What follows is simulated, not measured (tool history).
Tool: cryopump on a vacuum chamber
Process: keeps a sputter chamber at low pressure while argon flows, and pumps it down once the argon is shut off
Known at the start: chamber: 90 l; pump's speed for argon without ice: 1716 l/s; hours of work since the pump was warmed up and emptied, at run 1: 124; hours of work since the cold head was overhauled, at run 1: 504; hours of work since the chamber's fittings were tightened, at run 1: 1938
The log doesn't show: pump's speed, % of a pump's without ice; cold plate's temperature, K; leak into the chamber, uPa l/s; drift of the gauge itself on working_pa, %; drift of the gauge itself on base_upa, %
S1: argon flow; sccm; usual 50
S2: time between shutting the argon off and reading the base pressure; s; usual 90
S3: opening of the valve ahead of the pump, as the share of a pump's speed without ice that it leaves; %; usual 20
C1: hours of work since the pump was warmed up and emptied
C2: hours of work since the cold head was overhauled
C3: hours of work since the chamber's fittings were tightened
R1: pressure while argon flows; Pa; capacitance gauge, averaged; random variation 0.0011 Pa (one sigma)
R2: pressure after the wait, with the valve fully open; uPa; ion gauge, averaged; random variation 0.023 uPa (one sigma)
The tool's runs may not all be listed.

run,day,S1,S2,S3,C1,C2,C3,R1,R2
1,0,50,90,20,124,504,1938,0.2516,1.22
2,0.738,50,90,20,132,512,1947,0.2487,1.23
3,1.575,50,90,20,142,522,1956,0.2501,1.23
4,2.529,50,90,20,152,532,1967,0.2506,1.26
5,3.729,50,57,20,166,546,1980,0.2502,1.53
6,4.646,50,57,20,176,556,1991,0.2496,1.63
7,5.962,50,57,20,191,571,2006,0.2515,1.61
8,7.188,23,90,20,205,585,2019,0.1171,1.26
9,8.046,23,90,20,215,595,2029,0.1158,1.3
10,8.817,50,50,20,223,603,2038,0.2536,1.69
11,9.688,51,90,20,233,613,2048,0.2578,1.35
12,10.308,51,90,20,240,620,2055,0.2598,1.29
13,11.146,51,90,20,250,629,2064,0.2582,1.33
14,12.125,23,90,20,261,641,2075,0.1184,1.32
15,13.383,23,90,20,275,655,2089,0.1164,1.34
16,14.025,68,90,44,282,662,2096,0.1621,1.33
17,14.967,50,22,20,293,673,2107,0.2544,3.04
18,15.842,87,47,50,303,682,2117,0.1867,1.83
19,17.021,88,143,53,316,696,2130,0.1781,1.16
20,17.629,22,25,20,323,703,2137,0.1109,2.73
21,18.246,22,116,46,330,710,2144,0.0508,1.23
22,19.062,63,23,38,339,719,2153,0.1759,2.93
23,20.142,56,33,21,351,731,2166,0.2726,2.4
24,21.462,53,47,21,366,746,2180,0.2624,1.89
# day 22.883: pump warmed up, emptied and cooled again
25,22.883,53,47,21,0,760,2194,0.2478,1.73
26,23.525,53,47,21,7,767,2201,0.25,1.79
27,24.8,53,47,21,22,781,2216,0.2511,1.77
28,25.538,53,38,21,30,790,2224,0.2508,2.1

4 ways to go on from here, each from the tool as it stands after run 28. What would each give?
A,26.742,32,90,20,43,803,2238,?,?
B,26.742,64,45,24,43,803,2238,?,?
C,26.742,50,90,20,43,803,2238,?,?
D,26.742,50,22,27,43,803,2238,?,?

run,R1,R2
A,0.1584,1.31
B,0.2651,1.8
C,0.2496,1.26
D,0.1829,2.98
Without the tool's hidden state the same runs would have given:
run,R1,R2
A,0.1573,0.74
B,0.2627,1.24
C,0.2477,0.7
D,0.1811,2.41
